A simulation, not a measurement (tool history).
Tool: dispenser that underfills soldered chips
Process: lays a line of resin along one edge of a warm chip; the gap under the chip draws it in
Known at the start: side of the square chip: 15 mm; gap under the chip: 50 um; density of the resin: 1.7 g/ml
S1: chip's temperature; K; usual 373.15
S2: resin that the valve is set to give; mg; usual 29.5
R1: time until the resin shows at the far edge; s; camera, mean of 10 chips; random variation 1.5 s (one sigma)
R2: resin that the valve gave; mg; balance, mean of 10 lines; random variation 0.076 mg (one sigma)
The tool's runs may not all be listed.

run    day      S1    S2     R1     R2
  1  0.000  373.15  29.5  239.9  29.26
     0.042  -- new syringe of resin
  2  0.167  373.15  29.5  185.2  29.16
  3  0.308  373.15  29.5  238.7  29.23
     0.396  -- new syringe of resin
  4  0.508  373.15  29.5  178.0  29.08
  5  0.621  373.15  32.1  208.1  31.67
     0.754  -- new syringe of resin
  6  0.767  373.15  32.1  146.4  31.64
  7  0.942  377.15  32.1  167.2  31.46
     1.108  -- new syringe of resin
  8  1.121  377.15  32.1  129.9  31.62
  9  1.304  377.15  32.1  174.1  31.50
 10  1.433  377.15  32.1  212.9  31.67
     1.454  -- new syringe of resin
 11  1.579  377.15  32.1  150.3  31.57
 12  1.683  385.15  32.0  131.9  31.26
     1.808  -- new syringe of resin
 13  1.808  385.15  32.0   92.4  31.19
 14  1.917  385.15  32.0  109.9  31.22
 15  2.025  369.15  29.7  248.5  29.02
     2.154  -- new syringe of resin
 16  2.158  373.15  26.1  154.5  25.47
 17  2.262  373.15  26.1  180.9  25.49
 18  2.454  358.15  35.0  434.0  34.10
     2.504  -- new syringe of resin
 19  2.583  358.15  35.0  310.5  34.02
 20  2.746  360.15  32.5  375.1  31.47
     2.850  -- new syringe of resin
 21  2.925  382.15  28.2  120.5  27.33

Forecast each of these 4 alternatives for the next run:
  A  3.117  359.15  28.8   ?   ?
  B  3.117  382.15  31.7   ?   ?
  C  3.117  382.15  28.4   ?   ?
  D  3.117  362.15  36.4   ?   ?

run     R1     R2
  A  411.8  28.02
  B  160.6  30.82
  C  160.8  27.61
  D  350.4  35.25
Without the tool's hidden state the same runs would have given:
run     R1     R2
  A  274.6  28.92
  B  107.0  31.81
  C  106.8  28.49
  D  234.6  36.38
